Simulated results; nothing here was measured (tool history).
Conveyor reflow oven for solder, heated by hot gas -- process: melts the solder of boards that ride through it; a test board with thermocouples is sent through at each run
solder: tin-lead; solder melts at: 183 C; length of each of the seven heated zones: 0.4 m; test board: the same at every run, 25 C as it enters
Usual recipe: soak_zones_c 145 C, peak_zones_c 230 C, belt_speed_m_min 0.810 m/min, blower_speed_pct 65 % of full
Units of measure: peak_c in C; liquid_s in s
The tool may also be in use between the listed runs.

{"run": 1, "hour": 0.0, "soak_zones_c": 145, "peak_zones_c": 230, "belt_speed_m_min": 0.81, "blower_speed_pct": 65, "peak_c": 211.6, "liquid_s": 42.2}
{"run": 2, "hour": 57.4, "soak_zones_c": 145, "peak_zones_c": 230, "belt_speed_m_min": 0.81, "blower_speed_pct": 65, "peak_c": 211.5, "liquid_s": 43.4}
{"hour": 78.3, "done": "flux residue cleaned out of gas plates and filters"}
{"run": 3, "hour": 114.9, "soak_zones_c": 145, "peak_zones_c": 230, "belt_speed_m_min": 0.81, "blower_speed_pct": 65, "peak_c": 212.3, "liquid_s": 42.6}
{"run": 4, "hour": 158.4, "soak_zones_c": 145, "peak_zones_c": 230, "belt_speed_m_min": 0.81, "blower_speed_pct": 65, "peak_c": 212.6, "liquid_s": 43.1}
{"hour": 189.7, "done": "thermocouples of zones 6 and 7 changed"}
{"run": 5, "hour": 190.9, "soak_zones_c": 145, "peak_zones_c": 230, "belt_speed_m_min": 0.81, "blower_speed_pct": 65, "peak_c": 210.0, "liquid_s": 41.9}
{"run": 6, "hour": 234.7, "soak_zones_c": 145, "peak_zones_c": 230, "belt_speed_m_min": 0.81, "blower_speed_pct": 65, "peak_c": 210.5, "liquid_s": 41.8}
{"run": 7, "hour": 265.4, "soak_zones_c": 145, "peak_zones_c": 230, "belt_speed_m_min": 0.81, "blower_speed_pct": 65, "peak_c": 210.3, "liquid_s": 41.5}
{"run": 8, "hour": 296.5, "soak_zones_c": 145, "peak_zones_c": 230, "belt_speed_m_min": 0.81, "blower_speed_pct": 65, "peak_c": 210.5, "liquid_s": 41.2}
{"run": 9, "hour": 341.2, "soak_zones_c": 145, "peak_zones_c": 230, "belt_speed_m_min": 0.81, "blower_speed_pct": 65, "peak_c": 210.4, "liquid_s": 41.3}
{"run": 10, "hour": 396.4, "soak_zones_c": 145, "peak_zones_c": 230, "belt_speed_m_min": 0.899, "blower_speed_pct": 65, "peak_c": 206.5, "liquid_s": 33.7}
{"run": 11, "hour": 444.0, "soak_zones_c": 145, "peak_zones_c": 230, "belt_speed_m_min": 0.899, "blower_speed_pct": 65, "peak_c": 207.2, "liquid_s": 33.3}
{"run": 12, "hour": 504.8, "soak_zones_c": 145, "peak_zones_c": 230, "belt_speed_m_min": 0.81, "blower_speed_pct": 65, "peak_c": 210.6, "liquid_s": 41.6}
{"hour": 526.0, "done": "flux residue cleaned out of gas plates and filters"}
{"run": 13, "hour": 537.7, "soak_zones_c": 145, "peak_zones_c": 230, "belt_speed_m_min": 0.81, "blower_speed_pct": 65, "peak_c": 211.4, "liquid_s": 41.8}
{"run": 14, "hour": 589.8, "soak_zones_c": 145, "peak_zones_c": 230, "belt_speed_m_min": 0.81, "blower_speed_pct": 65, "peak_c": 210.8, "liquid_s": 41.9}
{"run": 15, "hour": 622.4, "soak_zones_c": 145, "peak_zones_c": 230, "belt_speed_m_min": 0.81, "blower_speed_pct": 65, "peak_c": 211.1, "liquid_s": 42.2}
{"run": 16, "hour": 664.3, "soak_zones_c": 145, "peak_zones_c": 230, "belt_speed_m_min": 0.81, "blower_speed_pct": 65, "peak_c": 210.7, "liquid_s": 41.9}
{"run": 17, "hour": 689.3, "soak_zones_c": 145, "peak_zones_c": 230, "belt_speed_m_min": 0.81, "blower_speed_pct": 65, "peak_c": 210.8, "liquid_s": 41.8}
{"run": 18, "hour": 716.6, "soak_zones_c": 145, "peak_zones_c": 235, "belt_speed_m_min": 0.81, "blower_speed_pct": 56, "peak_c": 212.7, "liquid_s": 42.4}
{"run": 19, "hour": 770.8, "soak_zones_c": 145, "peak_zones_c": 235, "belt_speed_m_min": 0.81, "blower_speed_pct": 56, "peak_c": 212.8, "liquid_s": 42.3}
{"run": 20, "hour": 819.9, "soak_zones_c": 145, "peak_zones_c": 235, "belt_speed_m_min": 0.81, "blower_speed_pct": 56, "peak_c": 212.5, "liquid_s": 43.3}
{"run": 21, "hour": 876.4, "soak_zones_c": 145, "peak_zones_c": 235, "belt_speed_m_min": 0.81, "blower_speed_pct": 56, "peak_c": 212.1, "liquid_s": 42.3}
{"run": 22, "hour": 904.5, "soak_zones_c": 149, "peak_zones_c": 235, "belt_speed_m_min": 0.81, "blower_speed_pct": 71, "peak_c": 216.4, "liquid_s": 48.1}
{"run": 23, "hour": 931.8, "soak_zones_c": 147, "peak_zones_c": 230, "belt_speed_m_min": 0.81, "blower_speed_pct": 79, "peak_c": 214.0, "liquid_s": 46.4}
{"hour": 969.3, "done": "flux residue cleaned out of gas plates and filters"}
{"run": 24, "hour": 981.4, "soak_zones_c": 158, "peak_zones_c": 232, "belt_speed_m_min": 0.882, "blower_speed_pct": 52, "peak_c": 209.6, "liquid_s": 41.0}
{"run": 25, "hour": 1041.6, "soak_zones_c": 145, "peak_zones_c": 242, "belt_speed_m_min": 0.714, "blower_speed_pct": 69, "peak_c": 227.3, "liquid_s": 59.6}
{"run": 26, "hour": 1093.2, "soak_zones_c": 155, "peak_zones_c": 223, "belt_speed_m_min": 0.714, "blower_speed_pct": 89, "peak_c": 214.8, "liquid_s": 56.7}
{"run": 27, "hour": 1144.9, "soak_zones_c": 145, "peak_zones_c": 218, "belt_speed_m_min": 0.81, "blower_speed_pct": 67, "peak_c": 202.0, "liquid_s": 34.8}
{"run": 28, "hour": 1203.9, "soak_zones_c": 145, "peak_zones_c": 218, "belt_speed_m_min": 0.81, "blower_speed_pct": 67, "peak_c": 201.9, "liquid_s": 34.7}
{"run": 29, "hour": 1240.5, "soak_zones_c": 145, "peak_zones_c": 218, "belt_speed_m_min": 0.81, "blower_speed_pct": 83, "peak_c": 205.3, "liquid_s": 37.9}
{"run": 30, "hour": 1290.0, "soak_zones_c": 145, "peak_zones_c": 218, "belt_speed_m_min": 0.81, "blower_speed_pct": 83, "peak_c": 205.1, "liquid_s": 37.9}
{"run": 31, "hour": 1341.4, "soak_zones_c": 145, "peak_zones_c": 218, "belt_speed_m_min": 0.861, "blower_speed_pct": 77, "peak_c": 202.0, "liquid_s": 33.7}

Forecast each of these 3 alternatives for the next run:
{"run": "A", "hour": 1385.1, "soak_zones_c": 145, "peak_zones_c": 218, "belt_speed_m_min": 0.782, "blower_speed_pct": 72, "peak_c": "?", "liquid_s": "?"}
{"run": "B", "hour": 1385.1, "soak_zones_c": 145, "peak_zones_c": 228, "belt_speed_m_min": 0.938, "blower_speed_pct": 77, "peak_c": "?", "liquid_s": "?"}
{"run": "C", "hour": 1385.1, "soak_zones_c": 133, "peak_zones_c": 230, "belt_speed_m_min": 0.81, "blower_speed_pct": 65, "peak_c": "?", "liquid_s": "?"}

run=A peak_c=203.4 liquid_s=38.9
run=B peak_c=207.5 liquid_s=34.0
run=C peak_c=207.5 liquid_s=36.6
Had the tool no hidden state, the same runs would have come out as:
run=A peak_c=202.5 liquid_s=37.4
run=B peak_c=206.9 liquid_s=32.9
run=C peak_c=206.7 liquid_s=35.2

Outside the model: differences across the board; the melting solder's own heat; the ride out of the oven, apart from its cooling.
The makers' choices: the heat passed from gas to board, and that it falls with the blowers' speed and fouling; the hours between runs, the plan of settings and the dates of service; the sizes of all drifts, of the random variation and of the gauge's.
